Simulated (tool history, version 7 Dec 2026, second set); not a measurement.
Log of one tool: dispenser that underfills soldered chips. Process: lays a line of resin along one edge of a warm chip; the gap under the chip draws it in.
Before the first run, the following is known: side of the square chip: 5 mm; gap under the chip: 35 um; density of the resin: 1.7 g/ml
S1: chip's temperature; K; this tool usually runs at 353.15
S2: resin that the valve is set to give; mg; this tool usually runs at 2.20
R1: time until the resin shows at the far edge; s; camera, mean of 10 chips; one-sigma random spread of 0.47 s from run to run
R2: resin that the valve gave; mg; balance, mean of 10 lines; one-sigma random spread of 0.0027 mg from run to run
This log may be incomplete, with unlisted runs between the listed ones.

| run | hour | S1 | S2 | R1 | R2 |
|---|---|---|---|---|---|
| 1 | 0.0 | 353.15 | 2.20 | 59.5 | 2.145 |
|  | 1.7 | new syringe of resin |
|  | 5.3 | dispensing valve cleaned and set on the balance |
| 2 | 8.3 | 353.15 | 2.20 | 42.3 | 2.196 |
| 3 | 14.5 | 353.15 | 2.26 | 53.7 | 2.251 |
|  | 19.3 | new syringe of resin |
| 4 | 19.6 | 353.15 | 2.26 | 34.4 | 2.249 |
| 5 | 23.3 | 353.15 | 2.26 | 38.0 | 2.249 |
| 6 | 28.9 | 346.15 | 2.20 | 67.9 | 2.179 |
| 7 | 32.2 | 362.15 | 2.20 | 36.0 | 2.179 |
|  | 35.8 | new syringe of resin |
| 8 | 37.4 | 353.15 | 2.20 | 34.8 | 2.176 |
| 9 | 42.9 | 356.15 | 2.72 | 37.8 | 2.681 |
| 10 | 49.8 | 350.15 | 2.20 | 65.1 | 2.162 |
|  | 52.3 | new syringe of resin |
| 11 | 55.2 | 345.15 | 2.37 | 52.6 | 2.329 |

Run 12 is up next; what results do you expect?
|  | 62.6 | dispensing valve cleaned and set on the balance |
| 12 | 62.7 | 345.15 | 2.37 | ? | ? |

{"run 12": {"R1": 67.8, "R2": 2.368}}
With no hidden state in the tool, this same run would have given R1 52.1 s, R2 2.365 mg.
